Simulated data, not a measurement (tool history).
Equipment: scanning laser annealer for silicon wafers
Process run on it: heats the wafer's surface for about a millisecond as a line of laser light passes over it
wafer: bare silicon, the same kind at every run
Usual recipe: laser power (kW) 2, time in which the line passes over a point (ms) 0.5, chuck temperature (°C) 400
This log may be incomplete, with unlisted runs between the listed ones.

run	hour	laser power (kW)	time in which the line passes over a point (ms)	chuck temperature (°C)	highest temperature of the surface (°C)
1	0	2	0.5	400	1130
2	12.5	2	0.5	400	1128
3	26.6	1.982	0.5	400	1121
4	41.3	2	0.5	400	1127
5	53.6	2	0.5	400	1127
6	66.4	2	0.5	378	1103
7	82	1.811	0.483	378	1017
8	90.1	1.843	0.396	400	981
9	100.4	1.727	0.5	400	1019
10	110.3	2.043	0.5	400	1143

Per-run results on a tool with no hidden state, each run keeping its own random variation:
Hidden conditions of the tool in this case: light that passes the window, % of a clean one's; laser's true power over the reading, %; width of the line over the set one, %; drift of the gauge itself on peak_c, C.
run	highest temperature of the surface (°C)
1	1154
2	1152
3	1145
4	1151
5	1152
6	1128
7	1039
8	1001
9	1041
10	1169
